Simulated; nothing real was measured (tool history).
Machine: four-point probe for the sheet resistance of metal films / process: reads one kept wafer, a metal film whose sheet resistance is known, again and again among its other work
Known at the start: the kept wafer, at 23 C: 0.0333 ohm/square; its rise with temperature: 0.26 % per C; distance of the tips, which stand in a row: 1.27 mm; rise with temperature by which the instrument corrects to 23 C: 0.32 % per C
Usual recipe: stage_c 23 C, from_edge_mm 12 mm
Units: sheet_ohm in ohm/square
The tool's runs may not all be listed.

Run 1, day 0: usual settings. Result: sheet_ohm 0.033664 ohm/square.
Run 2, day 0.662: usual settings. Result: sheet_ohm 0.033663 ohm/square.
Run 3, day 1.15: usual settings but from_edge_mm 3 mm. Result: sheet_ohm 0.036367 ohm/square.
Run 4, day 1.683: usual settings but from_edge_mm 3 mm. Result: sheet_ohm 0.036375 ohm/square.
Run 5, day 2.167: usual settings but from_edge_mm 3 mm. Result: sheet_ohm 0.036361 ohm/square.
Run 6, day 2.704: usual settings but from_edge_mm 3 mm. Result: sheet_ohm 0.036362 ohm/square.
Run 7, day 3.167: usual settings but from_edge_mm 3 mm. Result: sheet_ohm 0.036365 ohm/square.
Run 8, day 3.967: usual settings but from_edge_mm 3 mm. Result: sheet_ohm 0.03637 ohm/square.
Run 9, day 4.492: usual settings but from_edge_mm 3 mm. Result: sheet_ohm 0.036373 ohm/square.
Run 10, day 4.942: usual settings but from_edge_mm 3 mm. Result: sheet_ohm 0.03637 ohm/square.
Run 11, day 5.704: usual settings. Result: sheet_ohm 0.033641 ohm/square.
Run 12, day 6.429: usual settings. Result: sheet_ohm 0.033643 ohm/square.
Run 13, day 7.246: usual settings. Result: sheet_ohm 0.033647 ohm/square.
Run 14, day 7.938: usual settings but stage_c 34 C, from_edge_mm 11 mm. Result: sheet_ohm 0.033469 ohm/square.
Run 15, day 8.717: usual settings but stage_c 34 C, from_edge_mm 11 mm. Result: sheet_ohm 0.03345 ohm/square.
Run 16, day 9.133: usual settings but stage_c 29 C, from_edge_mm 11 mm. Result: sheet_ohm 0.033569 ohm/square.
Run 17, day 9.621: usual settings but from_edge_mm 23 mm. Result: sheet_ohm 0.033505 ohm/square.
Run 18, day 10.125: usual settings but from_edge_mm 23 mm. Result: sheet_ohm 0.033501 ohm/square.
Run 19, day 10.604: usual settings but stage_c 20 C, from_edge_mm 3 mm. Result: sheet_ohm 0.036416 ohm/square.
Run 20, day 11.012: usual settings but stage_c 20 C, from_edge_mm 3 mm. Result: sheet_ohm 0.036432 ohm/square.
Run 21, day 11.354: usual settings but stage_c 20 C, from_edge_mm 3 mm. Result: sheet_ohm 0.036423 ohm/square.
Run 22, day 11.779: usual settings but stage_c 20 C, from_edge_mm 3 mm. Result: sheet_ohm 0.036436 ohm/square.
Run 23, day 12.429: usual settings but stage_c 30 C. Result: sheet_ohm 0.033496 ohm/square.

Pick out some run-to-run changes in sheet_ohm. Of each, how much would a tool without hidden state show as well, from the settings, what came in and chance, and how much is left for the hidden state and any gauge scatter not in both results compared?
What the log doesn't record here: inner tips' distance over the nominal, %; tips' flats over new ones', %; wafer's true temperature over the reading, C; drift of the gauge itself on sheet_ohm, %.
Run 2 -> 3: from_edge_mm 12 -> 3. sheet_ohm +0.002704 ohm/square: hidden state +0.000011, all else +0.002693.
Run 10 -> 11: from_edge_mm 3 -> 12. sheet_ohm -0.002729 ohm/square: hidden state -0.000011, all else -0.002718.
Run 18 -> 19: stage_c 23 -> 20, from_edge_mm 23 -> 3. sheet_ohm +0.002915 ohm/square: hidden state +0.000011, all else +0.002904.
Run 22 -> 23: stage_c 20 -> 30, from_edge_mm 3 -> 12. sheet_ohm -0.00294 ohm/square: hidden state -0.000011, all else -0.002929.

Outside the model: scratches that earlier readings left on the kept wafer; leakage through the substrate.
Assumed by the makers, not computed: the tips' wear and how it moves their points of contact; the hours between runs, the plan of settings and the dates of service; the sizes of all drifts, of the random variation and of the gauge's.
